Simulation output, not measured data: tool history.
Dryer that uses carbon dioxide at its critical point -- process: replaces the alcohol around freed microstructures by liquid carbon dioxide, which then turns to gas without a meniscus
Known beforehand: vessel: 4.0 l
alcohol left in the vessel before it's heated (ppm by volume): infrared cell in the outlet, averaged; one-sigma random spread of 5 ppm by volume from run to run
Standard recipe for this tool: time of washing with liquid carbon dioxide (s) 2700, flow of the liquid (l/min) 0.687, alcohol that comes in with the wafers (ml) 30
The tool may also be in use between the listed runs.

| run | hour | time of washing with liquid carbon dioxide (s) | flow of the liquid (l/min) | alcohol that comes in with the wafers (ml) | alcohol left in the vessel before it's heated (ppm by volume) |
|---|---|---|---|---|---|
| 1 | 0 | 2700 | 0.687 | 30 | 81 |
| 2 | 42.4 | 2700 | 0.723 | 30 | 74 |
| 3 | 94.9 | 2700 | 0.723 | 30 | 76 |
| 4 | 143.6 | 2700 | 0.723 | 30 | 80 |
| 5 | 173.5 | 2700 | 0.723 | 30 | 88 |
|  | 185.3 | inlet filter changed |
| 6 | 200 | 2700 | 0.723 | 30 | 77 |
| 7 | 244.9 | 2700 | 0.455 | 30 | 135 |
|  | 279.9 | purifier's bed changed |
| 8 | 281.2 | 2700 | 0.687 | 30 | 16 |
| 9 | 327.7 | 2700 | 0.687 | 30 | 6 |
| 10 | 351.7 | 2700 | 0.687 | 30 | 17 |
| 11 | 396.7 | 2700 | 0.687 | 30 | 20 |
| 12 | 433.7 | 2700 | 0.687 | 30 | 24 |
| 13 | 472.2 | 4200 | 0.889 | 75 | 15 |
| 14 | 516 | 2700 | 0.687 | 75 | 47 |
| 15 | 543.9 | 2700 | 0.824 | 48 | 27 |
| 16 | 588.5 | 1920 | 0.687 | 53 | 136 |
| 17 | 631.8 | 1920 | 0.687 | 53 | 133 |
| 18 | 682.3 | 1920 | 0.687 | 53 | 146 |
|  | 706 | inlet filter changed |
| 19 | 723.6 | 1620 | 1.047 | 53 | 49 |

Below are 3 alternative next runs, each starting from the tool's condition after run 19. Predict each:
| A | 757 | 4140 | 1.047 | 53 | ? |
| B | 757 | 3300 | 1.033 | 30 | ? |
| C | 757 | 3960 | 1.047 | 37 | ? |

| run | alcohol left in the vessel before it's heated (ppm by volume) |
|---|---|
| A | 34 |
| B | 33 |
| C | 24 |
Without the tool's hidden state the same runs would have given:
| run | alcohol left in the vessel before it's heated (ppm by volume) |
|---|---|
| A | 8 |
| B | 7 |
| C | 0 |
